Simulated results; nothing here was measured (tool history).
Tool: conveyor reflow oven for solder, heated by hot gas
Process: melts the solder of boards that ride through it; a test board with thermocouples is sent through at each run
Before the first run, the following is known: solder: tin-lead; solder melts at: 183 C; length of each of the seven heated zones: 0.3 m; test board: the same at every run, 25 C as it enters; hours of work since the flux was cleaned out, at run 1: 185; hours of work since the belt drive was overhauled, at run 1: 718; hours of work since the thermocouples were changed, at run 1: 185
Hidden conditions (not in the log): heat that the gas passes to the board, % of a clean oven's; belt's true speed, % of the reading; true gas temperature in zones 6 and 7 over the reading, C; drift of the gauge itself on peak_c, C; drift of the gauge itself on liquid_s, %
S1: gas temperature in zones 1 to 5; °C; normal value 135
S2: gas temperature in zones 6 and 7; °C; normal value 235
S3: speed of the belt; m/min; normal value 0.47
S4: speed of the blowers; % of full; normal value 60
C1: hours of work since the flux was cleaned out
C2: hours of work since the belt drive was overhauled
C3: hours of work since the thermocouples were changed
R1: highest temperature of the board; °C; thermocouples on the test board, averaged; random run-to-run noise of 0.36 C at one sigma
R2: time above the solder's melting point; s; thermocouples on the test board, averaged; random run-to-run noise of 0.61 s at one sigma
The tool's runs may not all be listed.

run     day   S1   S2     S3  S4   C1    C2   C3     R1    R2
  1       0  135  235   0.47  60  185   718  185  218.8  58.4
      2.279  -- flux residue cleaned out of gas plates and filters
  2    2.85  135  235   0.47  60    9   759  226  219.4  58.9
  3   5.479  135  235   0.47  60   49   799  266  219.7  59.9
  4   8.458  135  235   0.47  60   95   845  312  219.4  59.2
  5   10.75  135  235   0.47  62  130   880  347  220.7  61.1
  6  13.662  135  224   0.47  60  175   925  392  209.9  51.6
  7  15.454  146  224   0.47  51  203   953  419  208.3  53.5
     16.779  -- flux residue cleaned out of gas plates and filters
  8  17.725  146  224   0.47  51   15   984  451    209  53.5
  9  19.654  135  239  0.445  51   44  1014  481  221.5  63.9
 10    22.6  135  231  0.457  51   89  1059  526  213.4  55.7
 11  23.967  135  231  0.457  51  110  1080  547  213.7  56.2

What if the next run were any one of these 5? Each begins from the tool's condition after run 11:
  A  26.738  128  246  0.457  52  153  1123  590   ?   ?
  B  26.738  135  249  0.391  87  153  1123  590   ?   ?
  C  26.738  135  231  0.457  83  153  1123  590   ?   ?
  D  26.738  138  241  0.457  51  153  1123  590   ?   ?
  E  26.738  135  245  0.555  70  153  1123  590   ?   ?

run     R1    R2
  A  226.1  63.7
  B  244.8  88.1
  C    223  65.5
  D  222.8  65.1
  E  226.5  54.7
The same runs, with their run-to-run variation unchanged, on a tool lacking any hidden condition would have given:
run     R1    R2
  A  223.9  60.2
  B    243  84.7
  C  221.3  62.4
  D  220.7  61.5
  E  224.6    52
